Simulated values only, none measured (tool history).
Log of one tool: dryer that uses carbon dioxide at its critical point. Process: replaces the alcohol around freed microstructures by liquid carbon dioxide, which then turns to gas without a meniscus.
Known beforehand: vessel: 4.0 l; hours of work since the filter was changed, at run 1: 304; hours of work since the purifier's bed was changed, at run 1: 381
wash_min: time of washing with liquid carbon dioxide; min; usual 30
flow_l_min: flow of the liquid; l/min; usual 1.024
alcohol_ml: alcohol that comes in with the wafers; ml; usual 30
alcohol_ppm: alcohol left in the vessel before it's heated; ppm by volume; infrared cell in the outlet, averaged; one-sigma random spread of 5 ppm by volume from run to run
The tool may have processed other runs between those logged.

run,hour,wash_min,flow_l_min,alcohol_ml,hours of work since the filter was changed,hours of work since the purifier's bed was changed,alcohol_ppm
1,0,30,1.024,30,304,381,72
2,62.4,30,0.86,30,329,406,117
3,122.4,30,0.86,30,353,430,106
4,185.2,30,0.86,30,379,455,112
5,244.3,30,0.95,30,402,479,92
6,278,30,0.99,30,416,493,93
7,316,36,1.024,30,431,508,77
8,359.1,36,1.024,30,449,525,77
9,416.3,36,1.024,44,472,549,80
10,457.1,36,1.024,44,488,565,93
11,503.3,44,1.024,44,507,584,69
12,565.3,44,1.024,44,532,609,83
13,608.4,44,1.024,44,549,626,80
14,638.6,30,1.024,108,561,638,162
15,684.1,22,1.024,30,580,656,194
# hour 705.5: inlet filter changed
16,742.7,30,1.12,30,15,680,95
17,781.7,34,1.024,30,31,695,94
18,817.3,30,1.024,30,45,710,103
19,881.8,30,1.024,30,71,736,107
20,917.6,30,1.024,30,85,750,106
21,958.3,30,1.024,30,102,767,107
22,1008.4,30,1.54,30,122,787,88
23,1069.7,19,1.024,21,147,811,204

Forecast run 24:
24,1101.4,27,1.04,69,160,824,?

{"run 24": {"alcohol_ppm": 176}}
Without the tool's hidden state the same run would have given alcohol_ppm 75 ppm by volume.
